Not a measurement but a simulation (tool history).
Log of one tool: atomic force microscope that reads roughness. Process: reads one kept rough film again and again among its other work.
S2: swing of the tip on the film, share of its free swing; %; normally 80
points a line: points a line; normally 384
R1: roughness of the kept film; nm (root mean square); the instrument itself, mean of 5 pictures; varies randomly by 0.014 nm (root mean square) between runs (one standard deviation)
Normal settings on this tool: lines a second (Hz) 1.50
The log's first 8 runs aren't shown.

Run 9, hour 153.2: usual settings but points a line 805. Result: R1 1.975 nm (root mean square).
At hour 155.0: new tip fitted.
Run 10, hour 167.5: usual settings but lines a second (Hz) 1.39, points a line 805. Result: R1 2.918 nm (root mean square).
Run 11, hour 186.4: usual settings but lines a second (Hz) 1.39, S2 57 %, points a line 805. Result: R1 2.572 nm (root mean square).
At hour 200.9: new tip fitted.
Run 12, hour 202.6: usual settings but lines a second (Hz) 1.39, S2 57 %, points a line 805. Result: R1 3.752 nm (root mean square).
Run 13, hour 227.4: usual settings but lines a second (Hz) 1.39, S2 57 %, points a line 805. Result: R1 2.681 nm (root mean square).
Run 14, hour 239.1: usual settings but lines a second (Hz) 1.39, S2 57 %, points a line 805. Result: R1 2.373 nm (root mean square).
At hour 247.3: new tip fitted.
Run 15, hour 250.4: usual settings. Result: R1 3.278 nm (root mean square).
Run 16, hour 272.4: usual settings. Result: R1 2.366 nm (root mean square).
Run 17, hour 290.4: usual settings. Result: R1 1.994 nm (root mean square).
At hour 293.6: new tip fitted.
Run 18, hour 314.3: usual settings. Result: R1 2.575 nm (root mean square).
Run 19, hour 330.5: usual settings but lines a second (Hz) 0.89, S2 72 %, points a line 296. Result: R1 2.281 nm (root mean square).
At hour 339.1: new tip fitted.
Run 20, hour 349.2: usual settings but lines a second (Hz) 2.04, S2 72 %, points a line 375. Result: R1 3.037 nm (root mean square).
Run 21, hour 359.6: usual settings but lines a second (Hz) 1.53, S2 62 %, points a line 354. Result: R1 2.823 nm (root mean square).
Run 22, hour 381.9: usual settings but lines a second (Hz) 1.53, S2 62 %, points a line 354. Result: R1 2.195 nm (root mean square).
At hour 385.0: new tip fitted.
Run 23, hour 394.0: usual settings but lines a second (Hz) 1.75, S2 67 %, points a line 505. Result: R1 3.124 nm (root mean square).
Run 24, hour 413.8: usual settings but lines a second (Hz) 2.68, S2 78 %, points a line 546. Result: R1 2.114 nm (root mean square).
At hour 431.1: new tip fitted.
Run 25, hour 432.8: usual settings but points a line 672. Result: R1 3.387 nm (root mean square).
Run 26, hour 448.3: usual settings but points a line 672. Result: R1 2.642 nm (root mean square).
Run 27, hour 464.1: usual settings but lines a second (Hz) 2.39, S2 83 %. Result: R1 2.009 nm (root mean square).
At hour 478.6: new tip fitted.
Run 28, hour 480.1: usual settings but lines a second (Hz) 2.39, S2 83 %. Result: R1 3.014 nm (root mean square).
Run 29, hour 502.6: usual settings but lines a second (Hz) 2.39, S2 84 %, points a line 294. Result: R1 2.084 nm (root mean square).
Run 30, hour 518.9: usual settings but lines a second (Hz) 2.39, S2 84 %, points a line 294. Result: R1 1.783 nm (root mean square).

What if the next run were any one of these 4? Each begins from the tool's condition after run 30:
At hour 525.0: new tip fitted.
Run A, hour 538.3: usual settings but lines a second (Hz) 1.85, S2 88 %, points a line 739. Result: R1 ?.
At hour 525.0: new tip fitted.
Run B, hour 538.3: usual settings but lines a second (Hz) 1.28, S2 89 %, points a line 970. Result: R1 ?.
At hour 525.0: new tip fitted.
Run C, hour 538.3: usual settings but lines a second (Hz) 0.64, S2 84 %, points a line 294. Result: R1 ?.
At hour 525.0: new tip fitted.
Run D, hour 538.3: usual settings but lines a second (Hz) 2.39, S2 84 %, points a line 971. Result: R1 ?.

run     R1
  A  2.529
  B  2.706
  C  2.903
  D  2.499
The same runs, with their run-to-run variation unchanged, on a tool lacking any hidden condition would have given:
run     R1
  A  3.186
  B  3.408
  C  3.657
  D  3.152

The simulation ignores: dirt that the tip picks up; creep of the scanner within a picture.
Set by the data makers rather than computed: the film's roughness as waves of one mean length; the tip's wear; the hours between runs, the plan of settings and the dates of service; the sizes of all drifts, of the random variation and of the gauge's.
